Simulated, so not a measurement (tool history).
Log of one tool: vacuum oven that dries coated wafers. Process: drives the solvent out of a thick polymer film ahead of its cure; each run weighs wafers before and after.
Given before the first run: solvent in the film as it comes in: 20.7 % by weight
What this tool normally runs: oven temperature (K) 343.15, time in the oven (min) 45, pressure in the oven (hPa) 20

| run | day | oven temperature (K) | time in the oven (min) | pressure in the oven (hPa) | solvent left in the film (%) |
|---|---|---|---|---|---|
| 1 | 0 | 343.15 | 45 | 20 | 1.99 |
| 2 | 0.412 | 343.15 | 45 | 42.3 | 3.34 |
| 3 | 0.858 | 343.15 | 45 | 42.3 | 3.3 |
| 4 | 1.379 | 343.15 | 32 | 20 | 3.04 |
| 5 | 1.925 | 343.15 | 32 | 20 | 3.08 |
| 6 | 2.525 | 343.15 | 32 | 20 | 3.07 |
| 7 | 2.95 | 343.15 | 45 | 20 | 1.88 |
| 8 | 3.354 | 343.15 | 45 | 20 | 2.02 |
| 9 | 3.858 | 329.15 | 45 | 20 | 7.73 |
| 10 | 4.458 | 343.15 | 45 | 20 | 1.92 |
| 11 | 4.833 | 343.15 | 45 | 20 | 2.02 |
| 12 | 5.483 | 351.15 | 45 | 20 | 0.95 |
| 13 | 5.933 | 351.15 | 45 | 20 | 1.04 |
| 14 | 6.233 | 351.15 | 45 | 20 | 1.07 |
| 15 | 6.679 | 351.15 | 45 | 20 | 1 |
| 16 | 7.175 | 351.15 | 45 | 20 | 0.96 |
| 17 | 7.738 | 351.15 | 45 | 20 | 0.95 |

Run 18 is up next; what results do you expect?
| 18 | 8.338 | 349.15 | 45 | 12.4 | ? |

solvent left in the film (%): 0.75
Without the tool's hidden state the same run would have given solvent left in the film (%) 0.69.

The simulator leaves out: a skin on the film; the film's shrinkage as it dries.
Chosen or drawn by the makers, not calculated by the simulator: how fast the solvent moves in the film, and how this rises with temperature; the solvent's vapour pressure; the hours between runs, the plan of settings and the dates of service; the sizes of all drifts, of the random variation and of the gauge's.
